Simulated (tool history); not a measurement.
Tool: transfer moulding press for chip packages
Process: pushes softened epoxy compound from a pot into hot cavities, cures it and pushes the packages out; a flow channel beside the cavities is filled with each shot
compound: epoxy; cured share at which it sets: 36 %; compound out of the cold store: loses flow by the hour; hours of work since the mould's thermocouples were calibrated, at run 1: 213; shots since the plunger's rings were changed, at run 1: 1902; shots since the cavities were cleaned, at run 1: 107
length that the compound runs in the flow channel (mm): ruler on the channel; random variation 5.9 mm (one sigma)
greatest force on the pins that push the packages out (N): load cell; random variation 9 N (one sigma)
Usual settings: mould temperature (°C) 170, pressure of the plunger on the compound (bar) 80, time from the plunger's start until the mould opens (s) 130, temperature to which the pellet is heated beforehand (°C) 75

run   hour  mould temperature (°C)  pressure of the plunger on the compound (bar)  time from the plunger's start until the mould opens (s)  temperature to which the pellet is heated beforehand (°C)  hours of work since the mould's thermocouples were calibrated  shots since the plunger's rings were changed  shots since the cavities were cleaned  incoming compound's hours out of the cold store  length that the compound runs in the flow channel (mm)  greatest force on the pins that push the packages out (N)
  1      0                     170                                             80                                                      130                                                         75                                                            213                                          1902                                    107                                             25.2                                                     707                                                        442
  2    8.8                     170                                             80                                                      130                                                         75                                                            217                                          1961                                    166                                             19.5                                                     727                                                        468
  3   16.1                     170                                             80                                                      130                                                         75                                                            220                                          2010                                    215                                             16.7                                                     772                                                        470
  4   26.4                     173                                             80                                                      130                                                         75                                                            224                                          2079                                    284                                             28.4                                                     690                                                        451
  5   33.2                     170                                             80                                                      130                                                         75                                                            227                                          2124                                    329                                             20.3                                                     732                                                        508
  6   43.4                     170                                             80                                                      130                                                         73                                                            232                                          2192                                    397                                             27.6                                                     694                                                        520
  7   53.6                     170                                             80                                                      130                                                         73                                                            236                                          2260                                    465                                             43.5                                                     637                                                        523
  8   60.6                     170                                             80                                                      130                                                         75                                                            239                                          2307                                    512                                             45.6                                                     633                                                        515
  9   66.5                     170                                             80                                                      130                                                         75                                                            242                                          2347                                    552                                             18.7                                                     756                                                        535
 10   71.1                     170                                             80                                                      130                                                         75                                                            244                                          2378                                    583                                               33                                                     682                                                        529
      73.4  -- cavities cleaned with cleaning compound and waxed
 11   79.1                     170                                             80                                                      130                                                         75                                                            247                                          2422                                     38                                             17.4                                                     754                                                        627
 12   87.9                     170                                             80                                                      130                                                         75                                                            251                                          2480                                     96                                             46.9                                                     625                                                        610
 13   95.3                     170                                             80                                                      130                                                         75                                                            254                                          2530                                    146                                             38.1                                                     657                                                        637
 14  105.8                     173                                             80                                                      130                                                         75                                                            259                                          2600                                    216                                             22.3                                                     726                                                        602
 15  113.8                     170                                           71.3                                                      130                                                         75                                                            262                                          2653                                    269                                             18.1                                                     701                                                        630
 16  119.5                     177                                           80.8                                                      143                                                         74                                                            265                                          2692                                    308                                             15.4                                                     744                                                        570
     128.1  -- cavities cleaned with cleaning compound and waxed, once more
 17  129.4                     177                                           80.8                                                      143                                                         74                                                            268                                          2748                                      9                                             17.2                                                     739                                                        384

Run 18 comes next. What will it give?
 18  139.3                     177                                           80.8                                                      143                                                         74                                                            273                                          2814                                     75                                             39.7                                                       ?                                                          ?

{"run 18": {"length that the compound runs in the flow channel (mm)": 635, "greatest force on the pins that push the packages out (N)": 403}}
Without the tool's hidden state the same run would have given length that the compound runs in the flow channel (mm) 652, greatest force on the pins that push the packages out (N) 382.
